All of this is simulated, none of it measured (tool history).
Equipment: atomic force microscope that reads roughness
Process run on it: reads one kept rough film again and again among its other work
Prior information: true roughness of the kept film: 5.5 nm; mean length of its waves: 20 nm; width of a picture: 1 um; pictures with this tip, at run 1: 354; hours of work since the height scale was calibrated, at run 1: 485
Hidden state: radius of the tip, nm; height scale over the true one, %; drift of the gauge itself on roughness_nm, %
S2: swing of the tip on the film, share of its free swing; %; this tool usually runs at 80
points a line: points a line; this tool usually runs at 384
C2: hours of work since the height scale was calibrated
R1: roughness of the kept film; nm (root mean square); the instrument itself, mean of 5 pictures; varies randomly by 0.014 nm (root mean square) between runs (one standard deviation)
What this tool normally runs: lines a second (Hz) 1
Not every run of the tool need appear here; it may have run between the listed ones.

Run 1, hour 0: usual settings; pictures with this tip 354; C2 485. Result: R1 1.752 nm (root mean square).
Run 2, hour 25.1: usual settings; pictures with this tip 389; C2 499. Result: R1 1.667 nm (root mean square).
At hour 35.6: new tip fitted.
Run 3, hour 61.4: usual settings; pictures with this tip 35; C2 520. Result: R1 2.973 nm (root mean square).
Run 4, hour 96.9: usual settings but points a line 862; pictures with this tip 84; C2 540. Result: R1 2.724 nm (root mean square).
Run 5, hour 137.8: usual settings; pictures with this tip 141; C2 564. Result: R1 2.406 nm (root mean square).
Run 6, hour 190.6: usual settings; pictures with this tip 214; C2 594. Result: R1 2.152 nm (root mean square).
Run 7, hour 240.1: usual settings; pictures with this tip 282; C2 623. Result: R1 1.964 nm (root mean square).
Run 8, hour 277.6: usual settings; pictures with this tip 334; C2 644. Result: R1 1.839 nm (root mean square).
At hour 326.1: new tip fitted.
Run 9, hour 335.2: usual settings; pictures with this tip 13; C2 677. Result: R1 3.154 nm (root mean square).
Run 10, hour 375.4: usual settings but points a line 287; pictures with this tip 68; C2 700. Result: R1 2.736 nm (root mean square).
Run 11, hour 401.6: usual settings but points a line 287; pictures with this tip 104; C2 715. Result: R1 2.567 nm (root mean square).
Run 12, hour 427.8: usual settings but points a line 287; pictures with this tip 140; C2 730. Result: R1 2.395 nm (root mean square).
Run 13, hour 472.4: usual settings but lines a second (Hz) 0.96; pictures with this tip 202; C2 756. Result: R1 2.173 nm (root mean square).
Run 14, hour 505.6: usual settings; pictures with this tip 248; C2 775. Result: R1 2.025 nm (root mean square).
Run 15, hour 559.6: usual settings; pictures with this tip 322; C2 806. Result: R1 1.824 nm (root mean square).
Run 16, hour 608.8: usual settings; pictures with this tip 390; C2 835. Result: R1 1.684 nm (root mean square).
At hour 616.9: new tip fitted.
Run 17, hour 657.1: usual settings; pictures with this tip 55; C2 862. Result: R1 2.841 nm (root mean square).
Run 18, hour 683.3: usual settings but lines a second (Hz) 0.55; pictures with this tip 91; C2 877. Result: R1 2.717 nm (root mean square).
Run 19, hour 739.6: usual settings but lines a second (Hz) 0.93, S2 71 %, points a line 648; pictures with this tip 169; C2 910. Result: R1 2.384 nm (root mean square).
Run 20, hour 779.2: usual settings but lines a second (Hz) 2.24, S2 58 %, points a line 272; pictures with this tip 224; C2 933. Result: R1 2.104 nm (root mean square).
Run 21, hour 823.3: usual settings but lines a second (Hz) 0.73, points a line 421; pictures with this tip 285; C2 958. Result: R1 1.962 nm (root mean square).
Run 22, hour 874: usual settings but lines a second (Hz) 0.73, points a line 421; pictures with this tip 355; C2 987. Result: R1 1.802 nm (root mean square).
At hour 877.5: height scale calibrated on a step standard.
Run 23, hour 898.8: usual settings but lines a second (Hz) 1.24, S2 60 %, points a line 478; pictures with this tip 388; C2 12. Result: R1 1.772 nm (root mean square).
At hour 909.2: new tip fitted.
Run 24, hour 951.5: usual settings but lines a second (Hz) 1.24, S2 60 %, points a line 478; pictures with this tip 58; C2 42. Result: R1 2.965 nm (root mean square).
Run 25, hour 974.6: usual settings but lines a second (Hz) 2.29, S2 61 %, points a line 612; pictures with this tip 90; C2 56. Result: R1 2.752 nm (root mean square).
Run 26, hour 1027.3: usual settings but S2 75 %, points a line 420; pictures with this tip 163; C2 86. Result: R1 2.437 nm (root mean square).
Run 27, hour 1051.9: usual settings but points a line 354; pictures with this tip 197; C2 100. Result: R1 2.233 nm (root mean square).
Run 28, hour 1096.7: usual settings but points a line 354; pictures with this tip 259; C2 126. Result: R1 2.035 nm (root mean square).
Run 29, hour 1140.4: usual settings but points a line 354; pictures with this tip 319; C2 151. Result: R1 1.872 nm (root mean square).
At hour 1160.2: height scale calibrated on a step standard, once more.
Run 30, hour 1176.2: usual settings but lines a second (Hz) 1.94, S2 85 %, points a line 569; pictures with this tip 367; C2 9. Result: R1 1.591 nm (root mean square).
At hour 1199: new tip fitted.
Run 31, hour 1203.6: usual settings but lines a second (Hz) 1.94, S2 85 %, points a line 569; pictures with this tip 6; C2 25. Result: R1 2.922 nm (root mean square).
Run 32, hour 1226.8: usual settings but lines a second (Hz) 1.94, S2 85 %, points a line 569; pictures with this tip 38; C2 38. Result: R1 2.721 nm (root mean square).
Run 33, hour 1278.1: usual settings but lines a second (Hz) 1.38, S2 89 %, points a line 569; pictures with this tip 109; C2 68. Result: R1 2.411 nm (root mean square).

Predict each of these 5 candidate next runs independently; none follows another, all start after run 33:
Run A, hour 1334.5: usual settings but lines a second (Hz) 1.75, S2 79 %, points a line 997; pictures with this tip 187; C2 100. Result: R1 ?.
Run B, hour 1334.5: usual settings but lines a second (Hz) 1.38, S2 74 %, points a line 542; pictures with this tip 187; C2 100. Result: R1 ?.
Run C, hour 1334.5: usual settings but lines a second (Hz) 1.51, S2 89 %, points a line 569; pictures with this tip 187; C2 100. Result: R1 ?.
Run D, hour 1334.5: usual settings but lines a second (Hz) 0.5, S2 83 %, points a line 332; pictures with this tip 187; C2 100. Result: R1 ?.
Run E, hour 1334.5: usual settings but lines a second (Hz) 3.56, S2 81 %, points a line 361; pictures with this tip 187; C2 100. Result: R1 ?.

run     R1
  A  2.209
  B  2.295
  C   2.08
  D  2.341
  E  1.902
Take away the tool's hidden state, keep each run's random variation, and the runs would have read:
run     R1
  A  3.157
  B  3.282
  C  2.973
  D  3.344
  E  2.721
